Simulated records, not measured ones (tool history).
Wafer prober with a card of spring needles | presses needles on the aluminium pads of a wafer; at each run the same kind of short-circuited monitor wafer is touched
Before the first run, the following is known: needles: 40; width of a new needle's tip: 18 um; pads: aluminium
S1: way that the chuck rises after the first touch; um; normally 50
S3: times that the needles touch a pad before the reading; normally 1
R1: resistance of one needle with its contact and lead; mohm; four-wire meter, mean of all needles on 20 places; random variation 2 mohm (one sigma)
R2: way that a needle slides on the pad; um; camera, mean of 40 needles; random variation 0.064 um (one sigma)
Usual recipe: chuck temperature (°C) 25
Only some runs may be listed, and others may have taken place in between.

{"run": 1, "hour": 0.0, "S1": 50, "chuck temperature (°C)": 25, "S3": 1, "R1": 249, "R2": 11.36}
{"hour": 6.4, "done": "tips cleaned on abrasive film"}
{"hour": 22.2, "done": "tips cleaned on abrasive film"}
{"hour": 37.9, "done": "tips cleaned on abrasive film"}
{"hour": 53.7, "done": "tips cleaned on abrasive film"}
{"run": 2, "hour": 64.9, "S1": 50, "chuck temperature (°C)": 25, "S3": 1, "R1": 256, "R2": 11.24}
{"hour": 68.1, "done": "tips cleaned on abrasive film"}
{"hour": 83.8, "done": "tips cleaned on abrasive film"}
{"hour": 96.5, "done": "tips cleaned on abrasive film"}
{"hour": 112.3, "done": "tips cleaned on abrasive film"}
{"hour": 128.0, "done": "tips cleaned on abrasive film"}
{"run": 3, "hour": 128.0, "S1": 50, "chuck temperature (°C)": 25, "S3": 1, "R1": 223, "R2": 11.17}
{"hour": 143.6, "done": "tips cleaned on abrasive film"}
{"hour": 159.3, "done": "tips cleaned on abrasive film"}
{"hour": 175.1, "done": "tips cleaned on abrasive film"}
{"hour": 190.9, "done": "tips cleaned on abrasive film"}
{"run": 4, "hour": 194.8, "S1": 50, "chuck temperature (°C)": 25, "S3": 1, "R1": 241, "R2": 11.13}
{"hour": 204.3, "done": "tips cleaned on abrasive film"}
{"hour": 219.9, "done": "tips cleaned on abrasive film"}
{"hour": 235.6, "done": "tips cleaned on abrasive film"}
{"hour": 248.3, "done": "tips cleaned on abrasive film"}
{"run": 5, "hour": 252.7, "S1": 50, "chuck temperature (°C)": 25, "S3": 2, "R1": 228, "R2": 11.14}
{"hour": 261.9, "done": "tips cleaned on abrasive film"}
{"hour": 277.7, "done": "tips cleaned on abrasive film"}
{"hour": 290.4, "done": "tips cleaned on abrasive film"}
{"hour": 306.1, "done": "tips cleaned on abrasive film"}
{"run": 6, "hour": 310.5, "S1": 50, "chuck temperature (°C)": 25, "S3": 1, "R1": 239, "R2": 10.96}
{"hour": 320.0, "done": "tips cleaned on abrasive film"}
{"hour": 335.8, "done": "tips cleaned on abrasive film"}
{"hour": 351.6, "done": "tips cleaned on abrasive film"}
{"run": 7, "hour": 362.6, "S1": 50, "chuck temperature (°C)": 40, "S3": 1, "R1": 260, "R2": 11.07}
{"hour": 365.8, "done": "tips cleaned on abrasive film"}
{"hour": 381.5, "done": "tips cleaned on abrasive film"}
{"hour": 397.1, "done": "tips cleaned on abrasive film"}
{"hour": 397.4, "done": "height of the first contact set anew"}
{"run": 8, "hour": 403.5, "S1": 50, "chuck temperature (°C)": 40, "S3": 1, "R1": 260, "R2": 10.37}
{"hour": 413.0, "done": "tips cleaned on abrasive film"}
{"hour": 428.6, "done": "tips cleaned on abrasive film"}
{"hour": 444.3, "done": "tips cleaned on abrasive film"}
{"hour": 460.1, "done": "tips cleaned on abrasive film"}
{"run": 9, "hour": 467.9, "S1": 50, "chuck temperature (°C)": 40, "S3": 1, "R1": 258, "R2": 10.28}
{"hour": 474.2, "done": "tips cleaned on abrasive film"}
{"hour": 490.0, "done": "tips cleaned on abrasive film"}
{"hour": 505.7, "done": "tips cleaned on abrasive film"}
{"run": 10, "hour": 508.1, "S1": 50, "chuck temperature (°C)": 40, "S3": 1, "R1": 243, "R2": 10.18}
{"hour": 521.0, "done": "height of the first contact set anew, once more"}
{"hour": 521.1, "done": "tips cleaned on abrasive film"}
{"hour": 536.9, "done": "tips cleaned on abrasive film"}
{"hour": 550.7, "done": "tips cleaned on abrasive film"}
{"run": 11, "hour": 550.7, "S1": 50, "chuck temperature (°C)": 40, "S3": 1, "R1": 231, "R2": 11.97}
{"hour": 563.4, "done": "tips cleaned on abrasive film"}
{"hour": 579.0, "done": "tips cleaned on abrasive film"}
{"hour": 594.8, "done": "tips cleaned on abrasive film"}
{"hour": 608.3, "done": "tips cleaned on abrasive film"}
{"run": 12, "hour": 608.3, "S1": 50, "chuck temperature (°C)": 40, "S3": 1, "R1": 231, "R2": 11.94}
{"hour": 621.0, "done": "tips cleaned on abrasive film"}
{"hour": 636.8, "done": "tips cleaned on abrasive film"}
{"run": 13, "hour": 641.0, "S1": 50, "chuck temperature (°C)": 40, "S3": 1, "R1": 241, "R2": 11.93}
{"hour": 650.5, "done": "tips cleaned on abrasive film"}
{"hour": 663.1, "done": "tips cleaned on abrasive film"}
{"hour": 678.9, "done": "tips cleaned on abrasive film"}
{"hour": 694.7, "done": "tips cleaned on abrasive film"}
{"hour": 707.5, "done": "tips cleaned on abrasive film"}
{"run": 14, "hour": 707.5, "S1": 35, "chuck temperature (°C)": 54, "S3": 3, "R1": 241, "R2": 8.2}
{"hour": 723.3, "done": "tips cleaned on abrasive film"}
{"hour": 739.0, "done": "tips cleaned on abrasive film"}
{"hour": 754.8, "done": "tips cleaned on abrasive film"}
{"run": 15, "hour": 766.6, "S1": 50, "chuck temperature (°C)": 76, "S3": 1, "R1": 277, "R2": 11.74}
{"hour": 769.8, "done": "tips cleaned on abrasive film"}
{"hour": 785.6, "done": "tips cleaned on abrasive film"}
{"hour": 801.1, "done": "tips cleaned on abrasive film"}
{"hour": 816.9, "done": "tips cleaned on abrasive film"}
{"run": 16, "hour": 818.3, "S1": 50, "chuck temperature (°C)": 53, "S3": 1, "R1": 242, "R2": 11.75}
{"hour": 831.0, "done": "tips cleaned on abrasive film"}
{"hour": 846.5, "done": "tips cleaned on abrasive film"}
{"hour": 860.7, "done": "tips cleaned on abrasive film"}
{"run": 17, "hour": 860.7, "S1": 58, "chuck temperature (°C)": 29, "S3": 3, "R1": 219, "R2": 13.62}
{"hour": 876.0, "done": "tips cleaned on abrasive film"}
{"hour": 891.8, "done": "tips cleaned on abrasive film"}
{"run": 18, "hour": 903.8, "S1": 58, "chuck temperature (°C)": 29, "S3": 3, "R1": 235, "R2": 13.62}
{"hour": 907.1, "done": "tips cleaned on abrasive film"}
{"hour": 922.8, "done": "tips cleaned on abrasive film"}
{"hour": 935.5, "done": "tips cleaned on abrasive film"}
{"hour": 951.0, "done": "tips cleaned on abrasive film"}
{"run": 19, "hour": 955.0, "S1": 41, "chuck temperature (°C)": 63, "S3": 1, "R1": 262, "R2": 9.42}

For run 20, what comes out?
{"hour": 964.3, "done": "tips cleaned on abrasive film"}
{"hour": 980.0, "done": "tips cleaned on abrasive film"}
{"hour": 995.8, "done": "tips cleaned on abrasive film"}
{"run": 20, "hour": 1005.4, "S1": 41, "chuck temperature (°C)": 115, "S3": 3, "R1": "?", "R2": "?"}

{"run 20": {"R1": 266, "R2": 9.4}}
Were there no unlogged condition in the tool, this run, its random variation unchanged, would have produced R1 244 mohm, R2 9.87 um.

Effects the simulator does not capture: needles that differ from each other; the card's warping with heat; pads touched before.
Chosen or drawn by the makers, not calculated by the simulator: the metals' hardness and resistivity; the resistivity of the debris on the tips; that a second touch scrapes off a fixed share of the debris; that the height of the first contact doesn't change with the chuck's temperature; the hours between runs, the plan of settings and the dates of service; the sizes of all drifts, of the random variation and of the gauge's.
